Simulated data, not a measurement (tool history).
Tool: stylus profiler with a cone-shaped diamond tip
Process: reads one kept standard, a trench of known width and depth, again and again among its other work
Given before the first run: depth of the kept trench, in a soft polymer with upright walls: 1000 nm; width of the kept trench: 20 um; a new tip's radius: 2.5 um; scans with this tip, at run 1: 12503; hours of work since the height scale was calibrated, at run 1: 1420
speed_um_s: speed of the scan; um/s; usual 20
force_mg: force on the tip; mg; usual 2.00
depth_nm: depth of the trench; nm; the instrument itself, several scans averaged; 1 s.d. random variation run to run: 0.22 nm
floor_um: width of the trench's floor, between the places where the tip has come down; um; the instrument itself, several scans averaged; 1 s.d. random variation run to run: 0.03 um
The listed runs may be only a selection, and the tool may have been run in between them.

| run | hour | speed_um_s | force_mg | scans with this tip | hours of work since the height scale was calibrated | depth_nm | floor_um |
|---|---|---|---|---|---|---|---|
| 1 | 0.0 | 20 | 2.00 | 12503 | 1420 | 1006.73 | 15.91 |
| 2 | 101.4 | 20 | 2.00 | 12886 | 1463 | 1006.35 | 15.88 |
| 3 | 146.6 | 20 | 2.00 | 13058 | 1483 | 1006.77 | 15.94 |
| 4 | 239.8 | 20 | 2.00 | 13410 | 1523 | 1006.49 | 15.92 |
| 5 | 300.0 | 20 | 2.00 | 13637 | 1548 | 1006.77 | 15.92 |
| 6 | 403.0 | 20 | 3.15 | 14027 | 1593 | 1009.10 | 15.91 |
| 7 | 449.7 | 20 | 0.72 | 14203 | 1613 | 1002.97 | 15.90 |
| 8 | 556.6 | 20 | 1.99 | 14608 | 1659 | 1006.93 | 15.90 |
| 9 | 652.2 | 20 | 1.99 | 14969 | 1700 | 1006.50 | 15.96 |
| 10 | 711.9 | 20 | 1.99 | 15195 | 1725 | 1006.34 | 15.93 |
| 11 | 808.3 | 20 | 1.99 | 15560 | 1767 | 1006.62 | 15.95 |
| 12 | 890.0 | 48 | 1.99 | 15869 | 1802 | 1006.10 | 15.79 |
| 13 | 946.3 | 48 | 1.99 | 16081 | 1826 | 1006.71 | 15.76 |
| 14 | 1023.9 | 22 | 2.03 | 16375 | 1859 | 1006.94 | 15.87 |
| 15 | 1076.4 | 27 | 3.33 | 16573 | 1882 | 1008.96 | 15.88 |
| 16 | 1143.6 | 79 | 1.01 | 16827 | 1911 | 1004.22 | 15.60 |
| 17 | 1224.8 | 79 | 1.01 | 17135 | 1946 | 1003.81 | 15.59 |
| 18 | 1297.0 | 79 | 1.01 | 17408 | 1977 | 1003.83 | 15.56 |
| 19 | 1394.2 | 79 | 1.01 | 17775 | 2018 | 1004.50 | 15.58 |
| 20 | 1447.6 | 7 | 5.00 | 17977 | 2041 | 1012.49 | 15.91 |
| 21 | 1496.2 | 7 | 1.17 | 18161 | 2062 | 1005.17 | 15.95 |
| 22 | 1559.0 | 9 | 1.57 | 18398 | 2089 | 1006.06 | 15.95 |
| 23 | 1655.4 | 6 | 4.95 | 18763 | 2130 | 1011.90 | 15.94 |
| 24 | 1746.0 | 26 | 0.88 | 19105 | 2169 | 1004.00 | 15.80 |
| 25 | 1846.9 | 26 | 0.88 | 19487 | 2213 | 1003.79 | 15.82 |
| 26 | 1917.4 | 26 | 0.88 | 19754 | 2243 | 1003.73 | 15.84 |

4 ways to go on from here, each from the tool as it stands after run 26. What would each give?
| A | 1970.2 | 25 | 2.00 | 19953 | 2266 | ? | ? |
| B | 1970.2 | 13 | 1.68 | 19953 | 2266 | ? | ? |
| C | 1970.2 | 6 | 2.45 | 19953 | 2266 | ? | ? |
| D | 1970.2 | 14 | 2.00 | 19953 | 2266 | ? | ? |

| run | depth_nm | floor_um |
|---|---|---|
| A | 1006.73 | 15.87 |
| B | 1005.61 | 15.92 |
| C | 1007.55 | 15.96 |
| D | 1006.79 | 15.88 |
With the hidden condition removed and each run's random variation left untouched, the same runs would have given:
| run | depth_nm | floor_um |
|---|---|---|
| A | 1006.62 | 15.89 |
| B | 1005.50 | 15.94 |
| C | 1007.44 | 15.98 |
| D | 1006.67 | 15.90 |

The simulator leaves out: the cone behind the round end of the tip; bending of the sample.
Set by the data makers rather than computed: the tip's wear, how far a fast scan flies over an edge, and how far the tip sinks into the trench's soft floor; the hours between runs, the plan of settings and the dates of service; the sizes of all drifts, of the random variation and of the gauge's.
